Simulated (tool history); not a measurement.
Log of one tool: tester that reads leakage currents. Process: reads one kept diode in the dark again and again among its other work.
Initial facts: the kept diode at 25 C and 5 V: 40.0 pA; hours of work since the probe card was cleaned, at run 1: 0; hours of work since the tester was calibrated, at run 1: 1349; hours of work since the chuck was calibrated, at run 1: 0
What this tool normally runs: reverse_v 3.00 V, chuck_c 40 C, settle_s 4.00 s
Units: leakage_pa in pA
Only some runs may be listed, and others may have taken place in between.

| run | hour | reverse_v | chuck_c | settle_s | hours of work since the probe card was cleaned | hours of work since the tester was calibrated | hours of work since the chuck was calibrated | leakage_pa |
|---|---|---|---|---|---|---|---|---|
| 1 | 0.0 | 3.00 | 40 | 4.00 | 0 | 1349 | 0 | 100.77 |
| 2 | 206.3 | 3.00 | 49 | 4.00 | 102 | 1450 | 102 | 184.74 |
| 3 | 399.8 | 3.00 | 40 | 4.00 | 197 | 1546 | 197 | 99.54 |
| 4 | 524.4 | 3.00 | 40 | 4.00 | 258 | 1607 | 258 | 99.46 |
| 5 | 612.2 | 3.00 | 40 | 4.00 | 302 | 1650 | 302 | 99.45 |
| 6 | 743.0 | 3.00 | 40 | 4.00 | 366 | 1715 | 366 | 98.69 |
| 7 | 877.9 | 3.00 | 32 | 4.00 | 433 | 1781 | 433 | 55.79 |
| 8 | 1006.7 | 3.00 | 32 | 4.00 | 496 | 1845 | 496 | 55.90 |
| 9 | 1104.6 | 3.00 | 43 | 4.00 | 544 | 1893 | 544 | 120.54 |
| 10 | 1194.5 | 3.00 | 40 | 4.00 | 589 | 1937 | 589 | 98.56 |
| 11 | 1366.1 | 3.00 | 40 | 4.00 | 673 | 2022 | 673 | 98.13 |
| 12 | 1513.7 | 3.00 | 40 | 4.00 | 746 | 2094 | 746 | 97.78 |
| 13 | 1646.7 | 3.00 | 40 | 4.00 | 811 | 2160 | 811 | 97.75 |
| 14 | 1759.2 | 3.00 | 40 | 4.00 | 867 | 2215 | 867 | 97.77 |
| 15 | 1891.0 | 3.67 | 40 | 4.00 | 932 | 2280 | 932 | 104.34 |
| 16 | 2052.2 | 1.78 | 40 | 4.00 | 1011 | 2360 | 1011 | 79.29 |
| 17 | 2144.8 | 19.56 | 40 | 4.00 | 1057 | 2405 | 1057 | 200.65 |
| 18 | 2245.2 | 19.56 | 40 | 4.00 | 1106 | 2455 | 1106 | 200.28 |
| 19 | 2447.1 | 19.56 | 40 | 4.00 | 1206 | 2554 | 1206 | 201.27 |
| 20 | 2579.7 | 19.56 | 40 | 0.51 | 1271 | 2620 | 1271 | 207.58 |
| 21 | 2770.2 | 8.74 | 40 | 0.51 | 1365 | 2713 | 1365 | 147.56 |
| 22 | 2871.6 | 8.74 | 40 | 0.51 | 1415 | 2763 | 1415 | 147.52 |
| 23 | 2985.7 | 1.96 | 56 | 4.00 | 1471 | 2820 | 1471 | 236.29 |
| 24 | 3110.2 | 1.31 | 40 | 1.57 | 1532 | 2881 | 1532 | 69.29 |
| 25 | 3199.4 | 1.31 | 40 | 1.57 | 1576 | 2925 | 1576 | 69.07 |
| 26 | 3306.2 | 6.81 | 20 | 9.43 | 1629 | 2978 | 1629 | 32.94 |
| 27 | 3404.1 | 6.81 | 20 | 9.43 | 1677 | 3026 | 1677 | 32.99 |

Predict each of these 5 candidate next runs independently; none follows another, all start after run 27:
| A | 3553.2 | 6.81 | 21 | 6.65 | 1751 | 3099 | 1751 | ? |
| B | 3553.2 | 2.49 | 20 | 0.58 | 1751 | 3099 | 1751 | ? |
| C | 3553.2 | 6.81 | 30 | 3.83 | 1751 | 3099 | 1751 | ? |
| D | 3553.2 | 6.81 | 43 | 7.79 | 1751 | 3099 | 1751 | ? |
| E | 3553.2 | 1.31 | 43 | 4.65 | 1751 | 3099 | 1751 | ? |

| run | leakage_pa |
|---|---|
| A | 35.45 |
| B | 21.80 |
| C | 65.46 |
| D | 158.31 |
| E | 84.55 |
The same runs, with their run-to-run variation unchanged, on a tool lacking any hidden condition would have given:
| run | leakage_pa |
|---|---|
| A | 32.92 |
| B | 21.83 |
| C | 66.06 |
| D | 168.01 |
| E | 91.99 |
